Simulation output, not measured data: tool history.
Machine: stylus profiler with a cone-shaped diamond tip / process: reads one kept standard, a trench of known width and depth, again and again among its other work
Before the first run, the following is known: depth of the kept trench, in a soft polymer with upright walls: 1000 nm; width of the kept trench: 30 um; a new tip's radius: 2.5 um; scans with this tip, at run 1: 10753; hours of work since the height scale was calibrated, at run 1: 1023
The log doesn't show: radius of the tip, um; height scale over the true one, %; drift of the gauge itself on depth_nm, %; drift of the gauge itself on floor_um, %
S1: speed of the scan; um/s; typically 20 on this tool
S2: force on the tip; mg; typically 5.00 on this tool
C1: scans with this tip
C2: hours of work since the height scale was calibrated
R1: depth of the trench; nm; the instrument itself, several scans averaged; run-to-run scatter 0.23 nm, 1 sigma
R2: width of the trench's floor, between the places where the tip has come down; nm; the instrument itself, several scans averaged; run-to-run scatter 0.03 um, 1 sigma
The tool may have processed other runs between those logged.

run 1 hour=0.0 | S1=20 S2=5.00 | C1=10753 C2=1023 | R1=1026.80 R2=25920
run 2 hour=21.7 | S1=20 S2=12.04 | C1=10901 C2=1037 | R1=1048.60 R2=25980
run 3 hour=40.2 | S1=20 S2=5.00 | C1=11027 C2=1049 | R1=1026.53 R2=25940
run 4 hour=62.8 | S1=20 S2=5.00 | C1=11180 C2=1064 | R1=1026.86 R2=25950
run 5 hour=77.0 | S1=20 S2=5.00 | C1=11277 C2=1073 | R1=1026.64 R2=25900
run 6 hour=93.4 | S1=20 S2=5.00 | C1=11388 C2=1084 | R1=1026.62 R2=25920
run 7 hour=114.6 | S1=20 S2=2.69 | C1=11533 C2=1097 | R1=1017.64 R2=25830
run 8 hour=134.2 | S1=20 S2=2.69 | C1=11666 C2=1110 | R1=1017.55 R2=25920
run 9 hour=160.2 | S1=20 S2=5.00 | C1=11843 C2=1127 | R1=1026.83 R2=25940
run 10 hour=187.8 | S1=20 S2=5.00 | C1=12030 C2=1145 | R1=1026.62 R2=25970
run 11 hour=207.7 | S1=20 S2=5.00 | C1=12166 C2=1158 | R1=1027.04 R2=25950
run 12 hour=229.5 | S1=20 S2=5.00 | C1=12314 C2=1172 | R1=1027.43 R2=25960
run 13 hour=251.3 | S1=20 S2=5.00 | C1=12462 C2=1186 | R1=1027.08 R2=25940
run 14 hour=264.3 | S1=43 S2=5.00 | C1=12551 C2=1194 | R1=1026.74 R2=25890
run 15 hour=282.4 | S1=43 S2=5.00 | C1=12674 C2=1206 | R1=1026.88 R2=25900
run 16 hour=301.5 | S1=10 S2=5.00 | C1=12804 C2=1218 | R1=1026.86 R2=25980
run 17 hour=330.0 | S1=10 S2=5.00 | C1=12997 C2=1237 | R1=1027.02 R2=25910
run 18 hour=342.9 | S1=10 S2=5.00 | C1=13085 C2=1245 | R1=1026.76 R2=25980
run 19 hour=370.4 | S1=20 S2=5.00 | C1=13272 C2=1263 | R1=1026.92 R2=25890
run 20 hour=397.4 | S1=20 S2=5.00 | C1=13456 C2=1280 | R1=1026.91 R2=25970
run 21 hour=422.2 | S1=20 S2=14.91 | C1=13624 C2=1297 | R1=1055.55 R2=25890
run 22 hour=451.8 | S1=20 S2=14.91 | C1=13825 C2=1316 | R1=1055.44 R2=25920
run 23 hour=478.5 | S1=20 S2=14.91 | C1=14007 C2=1333 | R1=1055.41 R2=25950
run 24 hour=501.8 | S1=20 S2=5.00 | C1=14166 C2=1348 | R1=1026.78 R2=25950
run 25 hour=516.4 | S1=20 S2=5.00 | C1=14265 C2=1358 | R1=1026.15 R2=25910
run 26 hour=536.3 | S1=11 S2=1.96 | C1=14400 C2=1370 | R1=1014.37 R2=25900
run 27 hour=550.3 | S1=6 S2=11.00 | C1=14495 C2=1379 | R1=1045.14 R2=25950
-- hour=557.7 new tip fitted, height scale calibrated
run 28 hour=578.1 | S1=5 S2=4.06 | C1=139 C2=13 | R1=1023.39 R2=25990
run 29 hour=603.0 | S1=21 S2=13.40 | C1=309 C2=29 | R1=1052.16 R2=25990
run 30 hour=615.2 | S1=20 S2=14.60 | C1=392 C2=37 | R1=1054.51 R2=25960
run 31 hour=643.9 | S1=70 S2=4.82 | C1=587 C2=56 | R1=1026.12 R2=25870
run 32 hour=669.4 | S1=63 S2=4.00 | C1=760 C2=72 | R1=1022.83 R2=25800
run 33 hour=689.4 | S1=20 S2=2.66 | C1=896 C2=85 | R1=1017.16 R2=25980
run 34 hour=707.9 | S1=20 S2=2.66 | C1=1022 C2=97 | R1=1017.23 R2=25920
run 35 hour=724.7 | S1=49 S2=2.66 | C1=1136 C2=108 | R1=1017.56 R2=25810
run 36 hour=738.6 | S1=49 S2=2.66 | C1=1231 C2=117 | R1=1017.40 R2=25790
run 37 hour=765.5 | S1=21 S2=5.30 | C1=1413 C2=134 | R1=1027.85 R2=25970
run 38 hour=780.1 | S1=28 S2=6.37 | C1=1513 C2=144 | R1=1032.03 R2=26000
run 39 hour=798.2 | S1=28 S2=6.37 | C1=1636 C2=156 | R1=1031.67 R2=25920
run 40 hour=825.7 | S1=14 S2=7.66 | C1=1823 C2=173 | R1=1035.56 R2=25980
run 41 hour=844.0 | S1=37 S2=7.71 | C1=1947 C2=185 | R1=1035.62 R2=25920
run 42 hour=862.3 | S1=13 S2=5.00 | C1=2072 C2=197 | R1=1026.41 R2=25970
run 43 hour=885.3 | S1=9 S2=7.35 | C1=2228 C2=212 | R1=1034.85 R2=25970
run 44 hour=913.6 | S1=20 S2=8.10 | C1=2421 C2=230 | R1=1036.94 R2=25960
run 45 hour=943.6 | S1=28 S2=3.19 | C1=2625 C2=250 | R1=1019.51 R2=25920
run 46 hour=973.7 | S1=27 S2=5.67 | C1=2829 C2=269 | R1=1029.20 R2=25840
run 47 hour=997.1 | S1=27 S2=5.67 | C1=2989 C2=284 | R1=1028.88 R2=25910

For each entry between runs, how does the tool's hidden state at the last listed run before it compare with that at the first listed run after it?
Runs 27 to 28: new tip fitted, height scale calibrated (hour 557.7)
  radius of the tip, um: 2.54 -> 2.5; height scale over the true one, %: 0.007 -> 0
  the result without the hidden state subtracted from the measured one, R2: -30 -> +0 nm

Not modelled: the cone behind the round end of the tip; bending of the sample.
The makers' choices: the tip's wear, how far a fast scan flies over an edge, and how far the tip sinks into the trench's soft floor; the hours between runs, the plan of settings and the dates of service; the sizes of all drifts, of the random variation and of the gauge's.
